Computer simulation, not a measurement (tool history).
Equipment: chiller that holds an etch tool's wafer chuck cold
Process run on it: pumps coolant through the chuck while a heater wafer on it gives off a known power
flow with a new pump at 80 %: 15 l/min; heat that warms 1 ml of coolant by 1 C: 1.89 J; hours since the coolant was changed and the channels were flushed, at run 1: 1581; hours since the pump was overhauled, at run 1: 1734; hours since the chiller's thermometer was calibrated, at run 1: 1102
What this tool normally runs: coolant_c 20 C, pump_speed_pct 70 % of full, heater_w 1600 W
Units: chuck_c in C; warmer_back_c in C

run    hour  coolant_c  pump_speed_pct  heater_w  hours since the coolant was changed and the channels were flushed  hours since the pump was overhauled  hours since the chiller's thermometer was calibrated  chuck_c  warmer_back_c
  1       0         20              70      1600                                                               1581                                 1734                                                  1102     30.5           3.81
  2    41.9         20              70      1600                                                               1623                                 1776                                                  1144     30.6            3.8
  3    78.2         20              70      1600                                                               1660                                 1812                                                  1180     30.3           3.82
  4   134.3         20              70      1600                                                               1716                                 1869                                                  1236     30.5           3.83
  5   177.8         20              70      1600                                                               1759                                 1912                                                  1280     30.4            3.8
  6   220.6         16              70      1600                                                               1802                                 1955                                                  1322     26.5           3.81
  7   257.1         16              70      1600                                                               1839                                 1991                                                  1359     26.4           3.77
  8   300.6         16              70      1600                                                               1882                                 2035                                                  1402     26.4           3.77
  9   350.1         16              70      1600                                                               1932                                 2084                                                  1452     26.5           3.77
 10   373.4         20              64      1600                                                               1955                                 2108                                                  1475       31            4.1
 11   406.9         20              64      1600                                                               1988                                 2141                                                  1509       31           4.18
 12   433.7         20              64      1600                                                               2015                                 2168                                                  1536     31.1            4.1
 13   480.9         20              64      1600                                                               2062                                 2215                                                  1583     31.2           4.07
 14     505         20              64      1600                                                               2086                                 2239                                                  1607     30.9           4.11
 15   554.8         20              64      1600                                                               2136                                 2289                                                  1657     31.2           4.07
 16   603.3         20              64      2396                                                               2185                                 2338                                                  1705     36.7           6.13
 17   639.7         20              64      2396                                                               2221                                 2374                                                  1741     36.6           6.16
 18   681.2         20              64      2396                                                               2263                                 2416                                                  1783     36.5           6.17
 19   736.1         28              81      1256                                                               2318                                 2470                                                  1838     35.5           2.48
 20   766.7         28              81      1256                                                               2348                                 2501                                                  1869     35.4           2.51
 21   815.7         16              72      1549                                                               2397                                 2550                                                  1917     25.7           3.44
 22   860.5         22              95      1553                                                               2442                                 2595                                                  1962     30.4           2.61
 23   888.1         22              95      1553                                                               2470                                 2622                                                  1990     30.4           2.59
 24   937.2         12              85      1067                                                               2519                                 2672                                                  2039     18.1           1.94
 25   969.2         12              85      1067                                                               2551                                 2703                                                  2071     18.2           1.92
 26   997.9         23              90      2159                                                               2579                                 2732                                                  2100     34.9            3.9
 27  1041.8         28              77      1601                                                               2623                                 2776                                                  2144     37.9            3.3
 28  1092.1         14              95      2311                                                               2674                                 2826                                                  2194     26.5           3.93
 29  1129.6         14              95      2311                                                               2711                                 2864                                                  2231     26.5           3.95
 30    1179         28              94       831                                                               2760                                 2913                                                  2281     32.6           1.29
 31  1229.6         15              88      1752                                                               2811                                 2964                                                  2331     24.8           3.16

Each run again, without the hidden state but with its own random variation kept:
Unlogged tool condition in this case: heat passed by the chuck's channels, % of clean ones'; flow at a given pump speed, % of a new pump's; coolant's true temperature over the reading, C; drift of the gauge itself on chuck_c, C; drift of the gauge itself on warmer_back_c, C.
run  warmer_back_c
  1           3.81
  2           3.81
  3           3.83
  4           3.85
  5           3.83
  6           3.85
  7           3.82
  8           3.82
  9           3.83
 10           4.17
 11           4.25
 12           4.18
 13           4.15
 14            4.2
 15           4.17
 16           6.23
 17           6.27
 18           6.29
 19           2.61
 20           2.65
 21           3.59
 22           2.77
 23           2.75
 24           2.12
 25            2.1
 26           4.08
 27           3.49
 28           4.13
 29           4.15
 30           1.51
 31           3.39
chuck_c without the hidden state stays within 0.1 C of what was measured, in all runs.

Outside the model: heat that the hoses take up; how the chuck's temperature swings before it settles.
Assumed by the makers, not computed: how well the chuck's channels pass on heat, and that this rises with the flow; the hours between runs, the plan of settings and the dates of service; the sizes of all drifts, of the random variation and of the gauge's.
